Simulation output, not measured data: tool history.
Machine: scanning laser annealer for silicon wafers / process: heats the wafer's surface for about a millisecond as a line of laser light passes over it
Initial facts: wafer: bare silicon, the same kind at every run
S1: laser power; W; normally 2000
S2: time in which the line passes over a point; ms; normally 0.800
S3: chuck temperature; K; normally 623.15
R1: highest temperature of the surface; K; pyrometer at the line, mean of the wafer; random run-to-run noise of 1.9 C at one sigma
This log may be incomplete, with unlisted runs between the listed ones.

Run 1, hour 0.0: usual settings. Result: R1 1467.15 K.
Run 2, hour 16.8: usual settings. Result: R1 1468.15 K.
Run 3, hour 41.6: usual settings but S3 613.15 K. Result: R1 1456.15 K.
Run 4, hour 61.3: usual settings but S3 613.15 K. Result: R1 1459.15 K.
Run 5, hour 85.8: usual settings but S3 651.15 K. Result: R1 1496.15 K.
Run 6, hour 109.1: usual settings but S3 651.15 K. Result: R1 1499.15 K.
Run 7, hour 127.0: usual settings but S1 1787 W. Result: R1 1374.15 K.
Run 8, hour 143.2: usual settings but S1 1902 W, S3 621.15 K. Result: R1 1423.15 K.
Run 9, hour 158.7: usual settings but S1 1867 W, S2 0.960 ms, S3 588.15 K. Result: R1 1460.15 K.
Run 10, hour 176.3: usual settings but S1 1867 W, S2 0.960 ms, S3 588.15 K. Result: R1 1464.15 K.
Run 11, hour 195.7: usual settings but S1 1867 W, S2 0.612 ms, S3 588.15 K. Result: R1 1262.15 K.
Run 12, hour 219.3: usual settings but S1 1829 W, S2 0.768 ms, S3 588.15 K. Result: R1 1339.15 K.
Run 13, hour 233.6: usual settings but S1 1795 W, S2 0.572 ms, S3 648.15 K. Result: R1 1268.15 K.

Below are 4 alternative next runs, each starting from the tool's condition after run 13. Predict each:
Run A, hour 256.9: usual settings but S1 2142 W, S2 0.601 ms, S3 583.15 K. Result: R1 ?.
Run B, hour 256.9: usual settings but S1 1974 W, S2 0.601 ms, S3 654.15 K. Result: R1 ?.
Run C, hour 256.9: usual settings but S1 2010 W, S2 0.572 ms, S3 626.15 K. Result: R1 ?.
Run D, hour 256.9: usual settings but S1 1815 W, S2 0.854 ms, S3 640.15 K. Result: R1 ?.

run       R1
  A  1355.15
  B  1360.15
  C  1325.15
  D  1433.15
Without the tool's unlogged condition, the same runs would have read:
run       R1
  A  1356.15
  B  1360.15
  C  1326.15
  D  1433.15
